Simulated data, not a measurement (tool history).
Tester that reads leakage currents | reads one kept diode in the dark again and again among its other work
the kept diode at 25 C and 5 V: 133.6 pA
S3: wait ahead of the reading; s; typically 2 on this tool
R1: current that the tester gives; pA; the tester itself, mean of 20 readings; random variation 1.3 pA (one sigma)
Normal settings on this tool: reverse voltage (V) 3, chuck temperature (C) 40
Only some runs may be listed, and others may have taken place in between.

run 1 hour=0 | reverse_voltage_(V)=3 chuck_temperature_(C)=40 S3=2 | R1=438.72
run 2 hour=167.7 | reverse_voltage_(V)=3 chuck_temperature_(C)=40 S3=2 | R1=443.14
run 3 hour=288 | reverse_voltage_(V)=3 chuck_temperature_(C)=40 S3=2 | R1=444.36
run 4 hour=501 | reverse_voltage_(V)=3 chuck_temperature_(C)=40 S3=2 | R1=445.2
run 5 hour=686.8 | reverse_voltage_(V)=3 chuck_temperature_(C)=40 S3=2 | R1=450.52
run 6 hour=850.9 | reverse_voltage_(V)=3 chuck_temperature_(C)=40 S3=2 | R1=454.65
-- hour=864.4 chuck's temperature calibrated
run 7 hour=955.8 | reverse_voltage_(V)=3 chuck_temperature_(C)=40 S3=2 | R1=461.62
run 8 hour=1111.2 | reverse_voltage_(V)=1.91 chuck_temperature_(C)=46 S3=3.51 | R1=631.12
run 9 hour=1249 | reverse_voltage_(V)=1.91 chuck_temperature_(C)=46 S3=3.51 | R1=636.18
run 10 hour=1385.2 | reverse_voltage_(V)=3 chuck_temperature_(C)=22 S3=6.1 | R1=92.14
run 11 hour=1496.9 | reverse_voltage_(V)=3 chuck_temperature_(C)=40 S3=1.84 | R1=470.38
run 12 hour=1666.5 | reverse_voltage_(V)=3 chuck_temperature_(C)=40 S3=1.84 | R1=473.96
run 13 hour=1784.4 | reverse_voltage_(V)=1.01 chuck_temperature_(C)=42 S3=2 | R1=348.33

Forecast each of these 4 alternatives for the next run:
run A hour=1970.7 | reverse_voltage_(V)=3.32 chuck_temperature_(C)=42 S3=2 | R1=?
run B hour=1970.7 | reverse_voltage_(V)=1.07 chuck_temperature_(C)=27 S3=0.43 | R1=?
run C hour=1970.7 | reverse_voltage_(V)=4.13 chuck_temperature_(C)=42 S3=0.48 | R1=?
run D hour=1970.7 | reverse_voltage_(V)=3.36 chuck_temperature_(C)=42 S3=8.14 | R1=?

run=A R1=595.01
run=B R1=95.18
run=C R1=659.33
run=D R1=595.66
Without the tool's hidden state the same runs would have given:
run=A R1=521.69
run=B R1=82.21
run=C R1=578.01
run=D R1=522.19
